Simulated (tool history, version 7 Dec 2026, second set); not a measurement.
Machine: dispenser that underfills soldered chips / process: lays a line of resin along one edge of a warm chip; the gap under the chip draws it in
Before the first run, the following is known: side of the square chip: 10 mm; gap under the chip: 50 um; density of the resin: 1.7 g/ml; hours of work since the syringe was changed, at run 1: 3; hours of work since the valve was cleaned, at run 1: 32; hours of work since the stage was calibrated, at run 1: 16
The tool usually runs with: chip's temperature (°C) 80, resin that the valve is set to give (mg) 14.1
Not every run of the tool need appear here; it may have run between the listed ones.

run   hour  chip's temperature (°C)  resin that the valve is set to give (mg)  hours of work since the syringe was changed  hours of work since the valve was cleaned  hours of work since the stage was calibrated  time until the resin shows at the far edge (s)  resin that the valve gave (mg)
  1    0.0                       80                                      14.1                                            3                                         32                                            16                                            73.7                           13.72
  2    3.8                       80                                      14.1                                            5                                         35                                            18                                            85.9                           13.71
  3    5.9                       80                                      14.1                                            7                                         37                                            20                                            92.7                           13.52
       9.1  -- new syringe of resin
  4    9.1                       80                                      14.1                                            0                                         39                                            22                                            64.4                           13.57
  5   12.7                       80                                      14.1                                            3                                         41                                            24                                            74.1                           13.54
  6   14.7                       80                                      14.1                                            4                                         42                                            26                                            79.6                           13.58
  7   17.5                       80                                      14.1                                            6                                         44                                            28                                            89.3                           13.58
  8   19.3                       80                                      14.1                                            7                                         46                                            29                                            94.8                           13.46
      22.4  -- new syringe of resin
  9   22.9                       80                                      14.1                                            0                                         48                                            31                                            67.5                           13.57
 10   27.1                       80                                      14.1                                            3                                         51                                            34                                            77.2                           13.49
 11   31.1                       80                                      14.1                                            6                                         54                                            37                                            88.9                           13.43
 12   33.0                       80                                      15.2                                            7                                         55                                            38                                            95.8                           14.48
      35.4  -- new syringe of resin
 13   35.4                       80                                      15.2                                            0                                         57                                            40                                            64.1                           14.57
 14   39.4                       81                                      15.2                                            3                                         59                                            43                                            71.0                           14.56
 15   42.3                       91                                      14.1                                            5                                         61                                            45                                            53.1                           13.46
 16   46.0                       91                                      14.1                                            7                                         64                                            47                                            58.8                           13.34
      48.4  -- new syringe of resin
 17   49.4                       91                                      14.1                                            1                                         66                                            49                                            42.9                           13.31
 18   52.0                       80                                      14.3                                            2                                         68                                            51                                            75.9                           13.47
 19   55.7                       80                                      14.3                                            5                                         70                                            54                                            84.4                           13.51
 20   59.5                       72                                      15.1                                            8                                         73                                            56                                           136.9                           14.24
      61.8  -- new syringe of resin
 21   64.0                       71                                      13.1                                            2                                         76                                            59                                           105.2                           12.27
 22   66.0                       71                                      18.0                                            3                                         77                                            61                                           111.0                           17.02
 23   68.0                       88                                      15.9                                            4                                         79                                            62                                            57.4                           14.97
 24   71.6                       88                                      15.9                                            7                                         81                                            65                                            66.4                           14.84
      74.9  -- new syringe of resin
 25   76.2                       75                                      14.1                                            1                                         84                                            68                                            85.1                           13.17
 26   79.4                       75                                      14.1                                            3                                         86                                            70                                            93.9                           13.10
 27   83.9                       71                                      14.1                                            6                                         90                                            73                                           130.9                           12.97
 28   86.7                       83                                      17.6                                            8                                         92                                            75                                            86.1                           16.31
      88.1  -- new syringe of resin
 29   90.1                       68                                      12.5                                            1                                         94                                            77                                           124.7                           11.57
 30   94.4                       67                                      14.4                                            4                                         97                                            80                                           150.1                           13.26
 31   97.8                       67                                      15.4                                            7                                         99                                            82                                           166.4                           14.29
     101.1  -- new syringe of resin
 32  102.3                       77                                      13.5                                            1                                        102                                            85                                            79.5                           12.38
 33  105.4                       95                                      16.3                                            3                                        104                                            87                                            40.3                           14.90
 34  107.8                       95                                      16.3                                            5                                        106                                            89                                            44.2                           14.96
 35  109.7                       95                                      16.3                                            6                                        107                                            90                                            48.1                           14.83
 36  111.7                       90                                      15.1                                            7                                        109                                            92                                            62.9                           13.77
     114.3  -- new syringe of resin
 37  115.4                       74                                      15.9                                            1                                        111                                            94                                            87.7                           14.42

3 options for the next run, each taken on its own from the tool as it stands now. Forecast them:
  A  117.6                       87                                      15.9                                            2                                        112                                            96                                               ?                               ?
  B  117.6                       91                                      13.8                                            2                                        112                                            96                                               ?                               ?
  C  117.6                       78                                      14.1                                            2                                        112                                            96                                               ?                               ?

run  time until the resin shows at the far edge (s)  resin that the valve gave (mg)
  A                                            54.6                           14.46
  B                                            47.0                           12.64
  C                                            81.6                           12.87
Take away the tool's hidden state, keep each run's random variation, and the runs would have read:
run  time until the resin shows at the far edge (s)  resin that the valve gave (mg)
  A                                            48.3                           15.88
  B                                            41.3                           13.87
  C                                            71.9                           14.13
